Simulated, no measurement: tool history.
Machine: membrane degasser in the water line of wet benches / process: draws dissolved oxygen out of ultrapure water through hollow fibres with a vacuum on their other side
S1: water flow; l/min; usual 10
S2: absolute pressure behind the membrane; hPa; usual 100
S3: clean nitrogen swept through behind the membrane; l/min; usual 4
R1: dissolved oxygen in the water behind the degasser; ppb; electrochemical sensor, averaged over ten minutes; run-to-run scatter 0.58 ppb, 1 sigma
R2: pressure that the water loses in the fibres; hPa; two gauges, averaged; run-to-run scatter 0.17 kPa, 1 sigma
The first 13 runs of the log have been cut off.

run 14 hour=828.5 | S1=7 S2=100 S3=4 | R1=32 R2=210.9
run 15 hour=899.1 | S1=7 S2=100 S3=4 | R1=32.5 R2=211.5
run 16 hour=939.9 | S1=10 S2=100 S3=4 | R1=49 R2=303
run 17 hour=984.4 | S1=10 S2=63 S3=9.18 | R1=15.6 R2=305.9
run 18 hour=1021.3 | S1=13 S2=89 S3=2.06 | R1=105.4 R2=394.7
run 19 hour=1059.7 | S1=13 S2=89 S3=5.25 | R1=53.6 R2=395.8
-- hour=1125 gauge calibrated
run 20 hour=1141.5 | S1=8 S2=84 S3=8 | R1=15.3 R2=236.5
run 21 hour=1187.4 | S1=10 S2=100 S3=6.4 | R1=33.2 R2=295.6
run 22 hour=1277.2 | S1=6 S2=241 S3=6.4 | R1=48.9 R2=178
run 23 hour=1343.9 | S1=13 S2=72 S3=2.72 | R1=64.8 R2=386.4
run 24 hour=1408.6 | S1=10 S2=69 S3=4.25 | R1=29.5 R2=298.3
run 25 hour=1474.3 | S1=10 S2=69 S3=4.25 | R1=28.8 R2=296.5
run 26 hour=1525.6 | S1=10 S2=66 S3=5.28 | R1=22.9 R2=300.9
run 27 hour=1593 | S1=10 S2=66 S3=5.28 | R1=23.1 R2=297.7
run 28 hour=1637.4 | S1=10 S2=66 S3=5.28 | R1=23.7 R2=298.3
run 29 hour=1699.1 | S1=9 S2=112 S3=5.15 | R1=39.3 R2=269.4
run 30 hour=1783.6 | S1=9 S2=112 S3=5.15 | R1=39.7 R2=267.8
run 31 hour=1840.6 | S1=10 S2=75 S3=2.86 | R1=44.5 R2=300.3
run 32 hour=1920.1 | S1=12 S2=69 S3=2.1 | R1=64.9 R2=364

Alternative continuations, all from the tool just after run 32; predict every row:
run A hour=1956.5 | S1=13 S2=70 S3=10.93 | R1=? R2=?
run B hour=1956.5 | S1=10 S2=73 S3=4.61 | R1=? R2=?
run C hour=1956.5 | S1=12 S2=69 S3=5.24 | R1=? R2=?

run=A R1=29.9 R2=391.3
run=B R1=29.5 R2=301
run=C R1=35.3 R2=359.8
Had the tool no hidden state, the same runs would have come out as:
run=A R1=29.8 R2=382.5
run=B R1=29.5 R2=294.2
run=C R1=35.2 R2=351.7
